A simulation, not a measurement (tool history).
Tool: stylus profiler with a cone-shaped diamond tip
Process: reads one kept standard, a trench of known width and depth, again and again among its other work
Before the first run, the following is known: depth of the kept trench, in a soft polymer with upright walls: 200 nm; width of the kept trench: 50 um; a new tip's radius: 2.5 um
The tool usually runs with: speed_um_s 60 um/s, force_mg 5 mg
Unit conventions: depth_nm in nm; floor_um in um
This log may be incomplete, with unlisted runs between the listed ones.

Run 1, hour 0: usual settings. Result: depth_nm 203.8 nm, floor_um 47.82 um.
Run 2, hour 14.8: usual settings. Result: depth_nm 203.9 nm, floor_um 47.83 um.
Run 3, hour 23.8: usual settings. Result: depth_nm 203.71 nm, floor_um 47.81 um.
Run 4, hour 35.4: usual settings but force_mg 2.61 mg. Result: depth_nm 202.25 nm, floor_um 47.73 um.
Run 5, hour 51.4: usual settings but force_mg 8.72 mg. Result: depth_nm 205.52 nm, floor_um 47.79 um.
Run 6, hour 68: usual settings. Result: depth_nm 203.53 nm, floor_um 47.78 um.
Run 7, hour 78.6: usual settings. Result: depth_nm 203.67 nm, floor_um 47.75 um.
Run 8, hour 89.3: usual settings but force_mg 12.41 mg. Result: depth_nm 207.17 nm, floor_um 47.73 um.
Run 9, hour 99: usual settings but force_mg 12.41 mg. Result: depth_nm 207.07 nm, floor_um 47.83 um.
Run 10, hour 108.9: usual settings but force_mg 10.78 mg. Result: depth_nm 206.22 nm, floor_um 47.81 um.
Run 11, hour 116.2: usual settings but speed_um_s 155 um/s. Result: depth_nm 203.74 nm, floor_um 47.51 um.
Run 12, hour 123.2: usual settings but speed_um_s 155 um/s. Result: depth_nm 203.63 nm, floor_um 47.59 um.
Run 13, hour 134.6: usual settings but speed_um_s 20 um/s, force_mg 11.52 mg. Result: depth_nm 206.65 nm, floor_um 47.84 um.
Run 14, hour 143: usual settings but speed_um_s 20 um/s, force_mg 11.16 mg. Result: depth_nm 206.45 nm, floor_um 47.83 um.
Run 15, hour 152: usual settings but speed_um_s 157 um/s, force_mg 3.04 mg. Result: depth_nm 202.77 nm, floor_um 47.41 um.
Run 16, hour 164.9: usual settings but speed_um_s 157 um/s, force_mg 3.04 mg. Result: depth_nm 202.62 nm, floor_um 47.45 um.

Each run again, without the hidden state but with its own random variation kept:
Hidden conditions of the tool in this case: radius of the tip, um; height scale over the true one, %; drift of the gauge itself on depth_nm, %; drift of the gauge itself on floor_um, %.
run  depth_nm  floor_um
  1    203.95     47.94
  2    204.05     47.95
  3    203.87     47.95
  4    202.42     47.87
  5     205.7     47.93
  6    203.72     47.94
  7    203.86     47.91
  8    207.38     47.89
  9    207.28        48
 10    206.44     47.99
 11    203.95     47.69
 12    203.85     47.77
 13    206.88     48.02
 14    206.69     48.02
 15    203.01     47.61
 16    202.87     47.66

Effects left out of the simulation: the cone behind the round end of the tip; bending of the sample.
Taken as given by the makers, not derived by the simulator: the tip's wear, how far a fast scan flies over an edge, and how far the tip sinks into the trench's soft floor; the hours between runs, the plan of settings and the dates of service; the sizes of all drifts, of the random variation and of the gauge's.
